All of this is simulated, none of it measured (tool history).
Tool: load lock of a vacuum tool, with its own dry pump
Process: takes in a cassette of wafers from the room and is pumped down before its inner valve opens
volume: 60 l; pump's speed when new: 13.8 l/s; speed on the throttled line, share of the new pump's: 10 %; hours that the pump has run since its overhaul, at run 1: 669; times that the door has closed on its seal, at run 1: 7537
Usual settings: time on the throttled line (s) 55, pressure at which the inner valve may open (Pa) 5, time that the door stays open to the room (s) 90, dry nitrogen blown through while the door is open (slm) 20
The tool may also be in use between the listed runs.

| run | hour | time on the throttled line (s) | pressure at which the inner valve may open (Pa) | time that the door stays open to the room (s) | dry nitrogen blown through while the door is open (slm) | hours that the pump has run since its overhaul | times that the door has closed on its seal | incoming humidity of the room's air, % | time from the closed door until the inner valve may open (s) | rise of the pressure with all valves shut (Pa/min) |
|---|---|---|---|---|---|---|---|---|---|---|
| 1 | 0.0 | 55 | 5 | 90 | 20 | 669 | 7537 | 44.8 | 92.7 | 0.039 |
| 2 | 147.6 | 55 | 5 | 90 | 20 | 817 | 7876 | 37.5 | 94.0 | 0.034 |
| 3 | 398.7 | 55 | 5 | 90 | 20 | 1068 | 8451 | 44.7 | 93.2 | 0.040 |
| 4 | 671.9 | 60 | 5 | 90 | 20 | 1341 | 9078 | 42.4 | 97.2 | 0.042 |
| 5 | 839.0 | 60 | 4 | 90 | 20 | 1508 | 9461 | 44.0 | 100.1 | 0.040 |
| 6 | 1051.8 | 55 | 8 | 90 | 20 | 1721 | 9948 | 49.1 | 91.3 | 0.046 |
| 7 | 1384.8 | 55 | 8 | 96 | 20 | 2054 | 10712 | 42.1 | 91.9 | 0.045 |
| 8 | 1536.0 | 55 | 7 | 90 | 20 | 2205 | 11058 | 47.7 | 91.1 | 0.048 |
| 9 | 1761.4 | 55 | 5 | 90 | 20 | 2430 | 11575 | 43.3 | 95.0 | 0.049 |
| 10 | 1956.5 | 55 | 5 | 90 | 20 | 2625 | 12023 | 46.4 | 95.1 | 0.049 |
| 11 | 2141.1 | 55 | 5 | 231 | 20 | 2810 | 12446 | 43.5 | 93.8 | 0.066 |
| 12 | 2343.5 | 55 | 5 | 231 | 20 | 3012 | 12910 | 45.1 | 94.4 | 0.062 |
| 13 | 2681.3 | 55 | 7 | 90 | 20 | 3350 | 13684 | 43.6 | 93.8 | 0.052 |
| 14 | 2841.8 | 55 | 7 | 90 | 20 | 3511 | 14052 | 48.7 | 93.2 | 0.062 |
| 15 | 3062.4 | 55 | 5 | 90 | 20 | 3731 | 14558 | 44.0 | 94.5 | 0.061 |
| 16 | 3267.1 | 55 | 5 | 139 | 20 | 3936 | 15027 | 47.5 | 94.9 | 0.063 |
| 17 | 3590.4 | 55 | 5 | 90 | 20 | 4259 | 15768 | 43.4 | 94.2 | 0.059 |
| 18 | 3809.5 | 55 | 5 | 90 | 20 | 4478 | 16270 | 43.2 | 96.3 | 0.060 |
| 19 | 4019.4 | 55 | 5 | 90 | 20 | 4688 | 16752 | 44.8 | 95.3 | 0.066 |
| 20 | 4314.6 | 91 | 5 | 34 | 14 | 4983 | 17429 | 47.2 | 127.2 | 0.060 |
| 21 | 4651.3 | 63 | 5 | 34 | 6 | 5320 | 18200 | 43.1 | 102.0 | 0.079 |
| 22 | 4928.9 | 55 | 7 | 72 | 20 | 5598 | 18837 | 43.4 | 93.8 | 0.070 |
| 23 | 5239.6 | 43 | 4 | 94 | 21 | 5908 | 19549 | 45.3 | 86.6 | 0.078 |
| 24 | 5393.9 | 57 | 5 | 26 | 22 | 6063 | 19903 | 44.8 | 98.1 | 0.058 |
| 25 | 5625.8 | 54 | 9 | 90 | 20 | 6295 | 20434 | 45.6 | 92.6 | 0.090 |
| 26 | 5827.5 | 35 | 9 | 90 | 20 | 6496 | 20897 | 47.4 | 74.4 | 0.078 |
| 27 | 6121.9 | 32 | 5 | 44 | 5 | 6791 | 21572 | 48.6 | 76.4 | 0.095 |
| 28 | 6376.9 | 72 | 7 | 144 | 35 | 7046 | 22156 | 47.1 | 109.8 | 0.085 |
| 29 | 6709.0 | 72 | 7 | 110 | 5 | 7378 | 22918 | 44.2 | 111.1 | 0.119 |
| 30 | 6883.6 | 65 | 5 | 221 | 30 | 7552 | 23318 | 44.8 | 105.4 | 0.090 |
| 31 | 7193.9 | 55 | 5 | 207 | 13 | 7863 | 24029 | 43.4 | 96.5 | 0.114 |
| 32 | 7339.5 | 55 | 5 | 90 | 5 | 8008 | 24363 | 45.5 | 97.6 | 0.121 |
| 33 | 7492.8 | 55 | 5 | 39 | 20 | 8162 | 24714 | 42.6 | 97.1 | 0.095 |
| 34 | 7744.2 | 43 | 5 | 139 | 6 | 8413 | 25291 | 46.9 | 87.0 | 0.138 |
| 35 | 7979.2 | 55 | 10 | 85 | 20 | 8648 | 25830 | 39.9 | 93.1 | 0.106 |
| 36 | 8214.4 | 55 | 4 | 26 | 20 | 8883 | 26369 | 45.3 | 98.3 | 0.101 |
| 37 | 8507.6 | 55 | 4 | 26 | 20 | 9176 | 27041 | 45.7 | 99.7 | 0.105 |

3 ways to go on from here, each from the tool as it stands after run 37. What would each give?
| A | 8815.0 | 55 | 5 | 145 | 27 | 9484 | 27746 | 46.9 | ? | ? |
| B | 8815.0 | 41 | 5 | 90 | 20 | 9484 | 27746 | 46.0 | ? | ? |
| C | 8815.0 | 51 | 10 | 90 | 7 | 9484 | 27746 | 48.0 | ? | ? |

| run | time from the closed door until the inner valve may open (s) | rise of the pressure with all valves shut (Pa/min) |
|---|---|---|
| A | 98.4 | 0.114 |
| B | 84.9 | 0.112 |
| C | 91.4 | 0.137 |
Without the tool's hidden state the same runs would have given:
| run | time from the closed door until the inner valve may open (s) | rise of the pressure with all valves shut (Pa/min) |
|---|---|---|
| A | 92.9 | 0.023 |
| B | 79.2 | 0.019 |
| C | 86.2 | 0.043 |

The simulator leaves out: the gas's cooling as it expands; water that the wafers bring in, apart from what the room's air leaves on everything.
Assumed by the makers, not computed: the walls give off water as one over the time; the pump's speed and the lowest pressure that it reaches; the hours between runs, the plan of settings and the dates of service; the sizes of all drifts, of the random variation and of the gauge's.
